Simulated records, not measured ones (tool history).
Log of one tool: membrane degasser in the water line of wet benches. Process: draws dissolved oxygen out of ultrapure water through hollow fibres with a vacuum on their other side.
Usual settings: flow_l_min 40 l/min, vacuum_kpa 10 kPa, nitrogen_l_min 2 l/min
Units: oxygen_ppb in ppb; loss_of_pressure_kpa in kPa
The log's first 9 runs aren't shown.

| run | hour | flow_l_min | vacuum_kpa | nitrogen_l_min | oxygen_ppb | loss_of_pressure_kpa |
|---|---|---|---|---|---|---|
| 10 | 1191.7 | 40 | 10 | 2 | 297.4 | 49.86 |
| 11 | 1356.7 | 40 | 10 | 2 | 301.2 | 50.05 |
| 12 | 1531.4 | 40 | 10 | 1.45 | 392.7 | 49.58 |
| 13 | 1641.1 | 40 | 10 | 1.45 | 391.7 | 49.51 |
| 14 | 1737 | 40 | 6.3 | 2 | 141.8 | 49.52 |
| 15 | 1903.7 | 40 | 10 | 1.74 | 340.3 | 49.39 |
| 16 | 2032.6 | 40 | 10 | 1.74 | 336.8 | 49.5 |
| 17 | 2157.4 | 49 | 11.5 | 1.74 | 490.6 | 60.51 |
|  | 2274.2 | vacuum gauge calibrated |
| 18 | 2281.5 | 49 | 11.5 | 1.74 | 491.8 | 61.12 |
| 19 | 2401.9 | 38 | 23.1 | 2.68 | 620.4 | 46.91 |
| 20 | 2482.8 | 38 | 23.1 | 2.68 | 620.3 | 47.27 |
| 21 | 2659.6 | 55 | 9.5 | 5.89 | 158.9 | 68.17 |
| 22 | 2829.9 | 54 | 7.1 | 1.21 | 352.6 | 66.97 |
| 23 | 2933.1 | 49 | 6.7 | 2 | 197.1 | 61.1 |
| 24 | 3090.2 | 25 | 11.8 | 1.43 | 335 | 31.13 |
|  | 3222.2 | gauge calibrated |
| 25 | 3253.2 | 25 | 11.8 | 1.43 | 328.4 | 30.82 |
| 26 | 3333.4 | 25 | 11.8 | 1.43 | 326.9 | 30.94 |
| 27 | 3442.6 | 25 | 13.1 | 1.66 | 330.2 | 31.3 |
| 28 | 3559.4 | 54 | 13.7 | 3.51 | 376.8 | 67.25 |
| 29 | 3683.7 | 29 | 15.9 | 4.17 | 210.1 | 35.82 |
| 30 | 3776.6 | 55 | 19.4 | 3.37 | 586 | 68.14 |
| 31 | 3852.7 | 59 | 6.9 | 2 | 254.9 | 73.55 |
| 32 | 3990.2 | 59 | 6.9 | 1.06 | 395.6 | 72.83 |

Forecast each of these 3 alternatives for the next run:
| A | 4100.3 | 52 | 18.6 | 2.68 | ? | ? |
| B | 4100.3 | 25 | 6.9 | 3.04 | ? | ? |
| C | 4100.3 | 26 | 24.9 | 0.92 | ? | ? |

| run | oxygen_ppb | loss_of_pressure_kpa |
|---|---|---|
| A | 642.2 | 64.79 |
| B | 72.7 | 31.43 |
| C | 1154.4 | 32.29 |
Without the tool's hidden state the same runs would have given:
| run | oxygen_ppb | loss_of_pressure_kpa |
|---|---|---|
| A | 637.8 | 64.72 |
| B | 72.1 | 31.4 |
| C | 1146.6 | 32.25 |

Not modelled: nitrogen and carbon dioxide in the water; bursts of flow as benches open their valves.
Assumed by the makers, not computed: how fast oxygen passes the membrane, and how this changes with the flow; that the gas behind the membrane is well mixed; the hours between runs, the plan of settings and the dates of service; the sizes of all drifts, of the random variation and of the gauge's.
